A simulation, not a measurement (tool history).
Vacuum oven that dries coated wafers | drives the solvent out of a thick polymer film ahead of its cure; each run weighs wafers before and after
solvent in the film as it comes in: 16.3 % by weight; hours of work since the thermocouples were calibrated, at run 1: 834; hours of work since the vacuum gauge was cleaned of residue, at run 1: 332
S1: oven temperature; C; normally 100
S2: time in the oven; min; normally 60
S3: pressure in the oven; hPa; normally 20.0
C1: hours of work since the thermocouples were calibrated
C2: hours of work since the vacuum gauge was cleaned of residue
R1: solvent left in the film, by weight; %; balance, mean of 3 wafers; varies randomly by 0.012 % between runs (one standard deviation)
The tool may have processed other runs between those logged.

run,hour,S1,S2,S3,C1,C2,R1
1,0.0,100,60,20.0,834,332,1.94
2,29.9,102,60,20.0,855,352,1.62
# hour 38.8: oven's thermocouples calibrated
3,68.8,102,60,20.0,21,378,1.79
4,111.8,100,60,70.8,51,408,4.24
5,154.6,100,60,70.8,81,438,4.20
6,184.3,100,66,20.0,102,459,1.88
7,210.4,100,66,20.0,120,477,1.87
8,232.1,100,66,20.0,135,493,1.86
9,267.8,100,66,20.0,160,518,1.86
10,311.8,100,60,17.1,191,548,1.98
11,347.0,100,60,20.0,216,573,2.09
12,382.1,100,60,20.0,240,598,2.09
13,401.8,100,60,20.0,254,611,2.09
14,433.7,100,60,20.0,276,634,2.08
15,475.1,100,60,20.0,305,663,2.09
16,513.7,100,60,20.0,332,690,2.06
17,541.7,100,60,20.0,352,709,2.07
18,567.4,100,60,20.0,370,727,2.06
19,587.6,100,60,20.0,384,741,2.05
20,610.7,100,60,20.0,400,758,2.07
21,646.3,100,60,20.0,425,782,2.07
22,676.1,100,60,20.0,446,803,2.05
23,720.5,100,60,20.0,477,834,2.08
24,760.0,108,47,15.3,505,862,1.27
25,780.0,90,105,24.9,519,876,2.68
26,810.6,107,52,12.9,540,898,1.12
27,840.1,109,39,25.3,561,918,1.84
28,863.8,95,76,20.0,577,935,2.31
29,895.5,94,76,10.6,600,957,2.00
30,915.0,94,47,72.4,613,971,6.47
31,937.0,99,88,22.3,629,986,1.52
32,957.9,91,35,21.2,643,1001,6.38
33,997.8,91,35,21.2,671,1029,6.33
34,1022.5,109,35,21.2,689,1046,2.01
35,1058.0,88,34,42.2,713,1071,8.19
36,1082.7,97,56,16.8,731,1088,2.64
37,1116.4,105,60,25.7,754,1112,1.51
38,1160.2,100,62,59.7,785,1142,3.51
39,1179.3,100,62,59.7,798,1156,3.52
40,1204.0,100,55,32.1,816,1173,2.69
41,1229.3,99,72,44.2,833,1191,2.75
42,1259.9,99,64,44.2,855,1212,2.98
# hour 1269.6: oven's thermocouples calibrated
43,1304.6,99,41,18.0,24,1242,3.67
44,1338.8,100,78,25.2,48,1266,1.84

Alternative continuations, all from the tool just after run 44; predict every row:
A,1370.8,100,60,20.0,71,1288,?
B,1370.8,101,60,23.3,71,1288,?
C,1370.8,91,63,24.1,71,1288,?

run,R1
A,2.22
B,2.16
C,4.26
Take away the tool's hidden state, keep each run's random variation, and the runs would have read:
run,R1
A,2.06
B,2.01
C,4.06
